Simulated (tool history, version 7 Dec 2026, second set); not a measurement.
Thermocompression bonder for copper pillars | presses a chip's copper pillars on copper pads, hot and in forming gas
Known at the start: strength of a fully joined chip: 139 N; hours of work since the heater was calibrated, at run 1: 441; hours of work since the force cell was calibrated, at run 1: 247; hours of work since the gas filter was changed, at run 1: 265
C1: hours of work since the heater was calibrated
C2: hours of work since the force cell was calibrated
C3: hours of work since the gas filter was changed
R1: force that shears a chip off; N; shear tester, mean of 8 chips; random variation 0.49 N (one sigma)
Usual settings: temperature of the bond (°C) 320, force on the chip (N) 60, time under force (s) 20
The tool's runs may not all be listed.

run 1 hour=0 | temperature_of_the_bond_(°C)=320 force_on_the_chip_(N)=60 time_under_force_(s)=20 | C1=441 C2=247 C3=265 | R1=59.7
run 2 hour=10 | temperature_of_the_bond_(°C)=320 force_on_the_chip_(N)=60 time_under_force_(s)=20 | C1=447 C2=253 C3=271 | R1=59.9
run 3 hour=25.9 | temperature_of_the_bond_(°C)=320 force_on_the_chip_(N)=60 time_under_force_(s)=20 | C1=457 C2=263 C3=281 | R1=60.3
run 4 hour=36.6 | temperature_of_the_bond_(°C)=320 force_on_the_chip_(N)=60 time_under_force_(s)=24 | C1=464 C2=269 C3=287 | R1=64.3
run 5 hour=51.9 | temperature_of_the_bond_(°C)=320 force_on_the_chip_(N)=60 time_under_force_(s)=20 | C1=473 C2=279 C3=297 | R1=59.2
run 6 hour=66.3 | temperature_of_the_bond_(°C)=320 force_on_the_chip_(N)=50 time_under_force_(s)=20 | C1=482 C2=288 C3=306 | R1=50.6
run 7 hour=76.7 | temperature_of_the_bond_(°C)=320 force_on_the_chip_(N)=50 time_under_force_(s)=20 | C1=489 C2=294 C3=312 | R1=50.8
run 8 hour=86.5 | temperature_of_the_bond_(°C)=320 force_on_the_chip_(N)=79 time_under_force_(s)=20 | C1=495 C2=300 C3=318 | R1=74.7
run 9 hour=100.7 | temperature_of_the_bond_(°C)=320 force_on_the_chip_(N)=65 time_under_force_(s)=57 | C1=504 C2=309 C3=327 | R1=90.7
run 10 hour=110.7 | temperature_of_the_bond_(°C)=320 force_on_the_chip_(N)=57 time_under_force_(s)=14 | C1=510 C2=315 C3=334 | R1=51
run 11 hour=121.8 | temperature_of_the_bond_(°C)=320 force_on_the_chip_(N)=57 time_under_force_(s)=14 | C1=517 C2=322 C3=340 | R1=50.6

5 ways to go on from here, each from the tool as it stands after run 11. What would each give?
run A hour=134.7 | temperature_of_the_bond_(°C)=320 force_on_the_chip_(N)=60 time_under_force_(s)=54 | C1=525 C2=330 C3=348 | R1=?
run B hour=134.7 | temperature_of_the_bond_(°C)=320 force_on_the_chip_(N)=55 time_under_force_(s)=20 | C1=525 C2=330 C3=348 | R1=?
run C hour=134.7 | temperature_of_the_bond_(°C)=309 force_on_the_chip_(N)=65 time_under_force_(s)=20 | C1=525 C2=330 C3=348 | R1=?
run D hour=134.7 | temperature_of_the_bond_(°C)=318 force_on_the_chip_(N)=79 time_under_force_(s)=20 | C1=525 C2=330 C3=348 | R1=?
run E hour=134.7 | temperature_of_the_bond_(°C)=347 force_on_the_chip_(N)=72 time_under_force_(s)=20 | C1=525 C2=330 C3=348 | R1=?

run=A R1=84.1
run=B R1=56.2
run=C R1=58.5
run=D R1=73
run=E R1=84.7
Without the tool's hidden state the same runs would have given:
run=A R1=84.2
run=B R1=56.2
run=C R1=58.5
run=D R1=73.1
run=E R1=84.9

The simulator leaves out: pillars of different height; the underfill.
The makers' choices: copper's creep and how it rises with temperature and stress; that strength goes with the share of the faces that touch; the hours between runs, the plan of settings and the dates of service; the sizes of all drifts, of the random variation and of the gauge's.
